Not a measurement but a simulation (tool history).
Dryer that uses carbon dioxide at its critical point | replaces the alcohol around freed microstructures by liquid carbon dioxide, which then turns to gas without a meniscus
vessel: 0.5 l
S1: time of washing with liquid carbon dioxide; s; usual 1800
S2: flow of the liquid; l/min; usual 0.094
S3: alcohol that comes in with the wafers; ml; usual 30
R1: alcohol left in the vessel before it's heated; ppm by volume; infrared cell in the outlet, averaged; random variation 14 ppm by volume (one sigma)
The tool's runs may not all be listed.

Run 1, hour 0: usual settings. Result: R1 907 ppm by volume.
Run 2, hour 19.7: usual settings. Result: R1 930 ppm by volume.
Run 3, hour 34.6: usual settings but S2 0.1029 l/min. Result: R1 679 ppm by volume.
Run 4, hour 52.8: usual settings but S2 0.1029 l/min. Result: R1 688 ppm by volume.
Run 5, hour 71.4: usual settings but S2 0.1029 l/min. Result: R1 677 ppm by volume.
Run 6, hour 86: usual settings but S3 35 ml. Result: R1 1163 ppm by volume.
Run 7, hour 104.8: usual settings. Result: R1 994 ppm by volume.
Run 8, hour 133.9: usual settings but S2 0.0876 l/min, S3 51 ml. Result: R1 2285 ppm by volume.
Run 9, hour 164.6: usual settings but S1 2220 s, S2 0.0877 l/min, S3 89 ml. Result: R1 1698 ppm by volume.
Run 10, hour 188.6: usual settings but S1 2220 s, S2 0.0877 l/min, S3 89 ml. Result: R1 1773 ppm by volume.
At hour 202.7: purifier's bed changed.
Run 11, hour 205.4: usual settings but S2 0.1427 l/min, S3 33 ml. Result: R1 165 ppm by volume.
Run 12, hour 226: usual settings but S1 2700 s, S2 0.1427 l/min, S3 25 ml. Result: R1 13 ppm by volume.
Run 13, hour 256: usual settings but S1 1140 s, S3 21 ml. Result: R1 3439 ppm by volume.

Forecast each of these 3 alternatives for the next run:
Run A, hour 283.8: usual settings but S1 1200 s, S2 0.0863 l/min, S3 26 ml. Result: R1 ?.
Run B, hour 283.8: usual settings but S1 1500 s. Result: R1 ?.
Run C, hour 283.8: usual settings but S1 2040 s, S3 21 ml. Result: R1 ?.

run    R1
  A  4615
  B  2279
  C   485
Without the tool's hidden state the same runs would have given:
run    R1
  A  3781
  B  1737
  C   331
